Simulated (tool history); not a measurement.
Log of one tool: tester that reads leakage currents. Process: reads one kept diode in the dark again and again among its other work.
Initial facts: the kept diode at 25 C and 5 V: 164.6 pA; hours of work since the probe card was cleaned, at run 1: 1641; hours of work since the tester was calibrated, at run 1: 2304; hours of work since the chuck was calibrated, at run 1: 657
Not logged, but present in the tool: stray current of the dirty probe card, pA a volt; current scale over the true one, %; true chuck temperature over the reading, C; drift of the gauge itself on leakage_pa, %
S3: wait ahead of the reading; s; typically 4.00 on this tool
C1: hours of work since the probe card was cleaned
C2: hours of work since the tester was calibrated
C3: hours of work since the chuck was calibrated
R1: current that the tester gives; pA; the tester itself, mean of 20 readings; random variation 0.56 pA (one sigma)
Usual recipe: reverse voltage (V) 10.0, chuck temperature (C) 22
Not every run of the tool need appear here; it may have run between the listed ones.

{"run": 1, "hour": 0.0, "reverse voltage (V)": 10.0, "chuck temperature (C)": 22, "S3": 4.0, "C1": 1641, "C2": 2304, "C3": 657, "R1": 217.82}
{"run": 2, "hour": 87.8, "reverse voltage (V)": 10.0, "chuck temperature (C)": 22, "S3": 4.0, "C1": 1711, "C2": 2375, "C3": 728, "R1": 218.04}
{"run": 3, "hour": 177.7, "reverse voltage (V)": 10.0, "chuck temperature (C)": 38, "S3": 4.0, "C1": 1783, "C2": 2446, "C3": 800, "R1": 704.81}
{"run": 4, "hour": 275.3, "reverse voltage (V)": 10.0, "chuck temperature (C)": 38, "S3": 4.0, "C1": 1861, "C2": 2525, "C3": 878, "R1": 707.24}
{"run": 5, "hour": 388.9, "reverse voltage (V)": 10.0, "chuck temperature (C)": 38, "S3": 4.0, "C1": 1952, "C2": 2615, "C3": 968, "R1": 714.22}
{"hour": 459.8, "done": "probe card cleaned and baked"}
{"run": 6, "hour": 484.7, "reverse voltage (V)": 10.0, "chuck temperature (C)": 24, "S3": 4.0, "C1": 20, "C2": 2690, "C3": 1043, "R1": 280.67}
{"run": 7, "hour": 594.0, "reverse voltage (V)": 10.0, "chuck temperature (C)": 24, "S3": 4.0, "C1": 107, "C2": 2777, "C3": 1130, "R1": 282.74}
{"run": 8, "hour": 706.2, "reverse voltage (V)": 10.0, "chuck temperature (C)": 24, "S3": 4.0, "C1": 197, "C2": 2867, "C3": 1220, "R1": 284.0}
{"run": 9, "hour": 829.2, "reverse voltage (V)": 10.0, "chuck temperature (C)": 24, "S3": 4.0, "C1": 295, "C2": 2965, "C3": 1318, "R1": 287.78}
{"hour": 850.3, "done": "chuck's temperature calibrated"}
{"run": 10, "hour": 1010.9, "reverse voltage (V)": 10.0, "chuck temperature (C)": 24, "S3": 4.0, "C1": 439, "C2": 3109, "C3": 128, "R1": 268.45}
{"run": 11, "hour": 1198.4, "reverse voltage (V)": 1.4, "chuck temperature (C)": 25, "S3": 4.0, "C1": 589, "C2": 3259, "C3": 278, "R1": 91.68}
{"run": 12, "hour": 1381.2, "reverse voltage (V)": 10.0, "chuck temperature (C)": 22, "S3": 0.53, "C1": 735, "C2": 3405, "C3": 425, "R1": 243.34}
{"hour": 1487.4, "done": "probe card cleaned and baked, once more"}
{"run": 13, "hour": 1552.6, "reverse voltage (V)": 10.0, "chuck temperature (C)": 22, "S3": 0.53, "C1": 52, "C2": 3540, "C3": 559, "R1": 192.42}
{"run": 14, "hour": 1665.1, "reverse voltage (V)": 1.5, "chuck temperature (C)": 41, "S3": 1.5, "C1": 142, "C2": 3630, "C3": 649, "R1": 302.4}
{"run": 15, "hour": 1843.2, "reverse voltage (V)": 1.5, "chuck temperature (C)": 41, "S3": 1.5, "C1": 285, "C2": 3772, "C3": 792, "R1": 303.58}
{"run": 16, "hour": 2005.7, "reverse voltage (V)": 10.0, "chuck temperature (C)": 56, "S3": 4.0, "C1": 415, "C2": 3902, "C3": 922, "R1": 2347.26}
{"run": 17, "hour": 2099.8, "reverse voltage (V)": 10.0, "chuck temperature (C)": 22, "S3": 0.84, "C1": 490, "C2": 3977, "C3": 997, "R1": 202.59}
{"run": 18, "hour": 2183.7, "reverse voltage (V)": 1.4, "chuck temperature (C)": 57, "S3": 1.12, "C1": 557, "C2": 4044, "C3": 1064, "R1": 893.55}

Branching from run 18: 3 alternative next runs. What would each branch give?
{"run": "A", "hour": 2332.9, "reverse voltage (V)": 3.0, "chuck temperature (C)": 57, "S3": 2.86, "C1": 676, "C2": 4164, "C3": 1183, "R1": "?"}
{"run": "B", "hour": 2332.9, "reverse voltage (V)": 3.6, "chuck temperature (C)": 25, "S3": 4.65, "C1": 676, "C2": 4164, "C3": 1183, "R1": "?"}
{"run": "C", "hour": 2332.9, "reverse voltage (V)": 1.3, "chuck temperature (C)": 52, "S3": 8.49, "C1": 676, "C2": 4164, "C3": 1183, "R1": "?"}

run=A R1=1344.13
run=B R1=148.84
run=C R1=619.89
What these runs would have given with no unlogged condition in the tool:
run=A R1=1284.48
run=B R1=138.06
run=C R1=591.51
